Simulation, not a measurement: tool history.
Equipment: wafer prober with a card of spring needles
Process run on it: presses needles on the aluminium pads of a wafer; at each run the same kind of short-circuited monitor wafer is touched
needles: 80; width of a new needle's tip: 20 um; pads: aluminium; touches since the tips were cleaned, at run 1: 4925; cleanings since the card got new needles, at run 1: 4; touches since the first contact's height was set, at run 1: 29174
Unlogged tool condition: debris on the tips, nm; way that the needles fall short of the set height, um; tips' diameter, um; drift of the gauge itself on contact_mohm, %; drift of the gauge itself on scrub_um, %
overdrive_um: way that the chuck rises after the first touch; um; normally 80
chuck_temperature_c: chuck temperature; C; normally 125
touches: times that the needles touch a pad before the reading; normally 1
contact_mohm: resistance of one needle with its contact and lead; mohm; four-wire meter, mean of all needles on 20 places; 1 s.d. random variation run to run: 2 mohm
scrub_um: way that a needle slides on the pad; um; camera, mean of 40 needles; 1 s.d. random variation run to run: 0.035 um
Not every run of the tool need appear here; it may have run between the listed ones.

run	day	overdrive_um	chuck_temperature_c	touches	touches since the tips were cleaned	cleanings since the card got new needles	touches since the first contact's height was set	contact_mohm	scrub_um
1	0.000	80	125	1	4925	4	29174	260	19.13
# day 0.117: tips cleaned on abrasive film
# day 0.775: tips cleaned on abrasive film
# day 1.471: tips cleaned on abrasive film
2	1.908	80	125	1	3920	7	46082	259	19.07
# day 2.158: tips cleaned on abrasive film
# day 2.808: tips cleaned on abrasive film
3	3.117	80	125	2	2758	9	56782	236	19.07
# day 3.508: tips cleaned on abrasive film
# day 4.171: tips cleaned on abrasive film
# day 4.775: tips cleaned on abrasive film
4	4.950	80	125	1	1529	12	73001	241	19.03
# day 5.404: tips cleaned on abrasive film
# day 6.021: tips cleaned on abrasive film
5	6.392	80	125	3	3307	14	85815	223	19.06
# day 6.671: tips cleaned on abrasive film
# day 7.371: tips cleaned on abrasive film
# day 8.046: tips cleaned on abrasive film
6	8.283	80	125	3	2121	17	102546	226	18.96
# day 8.696: tips cleaned on abrasive film
# day 9.396: tips cleaned on abrasive film
# day 10.017: tips cleaned on abrasive film
7	10.308	80	125	1	2589	20	120499	255	18.89
# day 10.675: tips cleaned on abrasive film
# day 11.338: tips cleaned on abrasive film
# day 12.017: tips cleaned on abrasive film
8	12.338	80	125	1	2849	23	138485	249	18.87
# day 12.746: tips cleaned on abrasive film
# day 13.429: tips cleaned on abrasive film
9	13.488	80	125	1	488	25	148645	226	18.85
# day 14.138: tips cleaned on abrasive film
# day 14.762: tips cleaned on abrasive film
10	14.954	80	125	1	1691	27	161654	242	18.87
# day 15.429: tips cleaned on abrasive film
# day 16.104: tips cleaned on abrasive film
# day 16.767: tips cleaned on abrasive film
11	16.783	80	125	1	145	30	177849	220	18.79
# day 17.458: tips cleaned on abrasive film
12	17.742	80	125	1	2528	31	186364	256	18.70
# day 18.171: tips cleaned on abrasive film
# day 18.875: tips cleaned on abrasive film
13	19.058	80	125	1	1626	33	198050	243	18.69
# day 19.183: height of the first contact set anew
# day 19.604: tips cleaned on abrasive film
# day 20.258: tips cleaned on abrasive film
14	20.296	80	125	1	343	35	9869	220	19.17

Run 15, settings as shown, results not yet in. Your forecast:
# day 20.912: tips cleaned on abrasive film
# day 21.521: tips cleaned on abrasive film
# day 22.221: tips cleaned on abrasive film
15	22.238	80	125	1	147	38	27068	?	?

contact_mohm: 216 mohm
scrub_um: 19.12 um
Without the tool's hidden state the same run would have given contact_mohm 209 mohm, scrub_um 19.19 um.
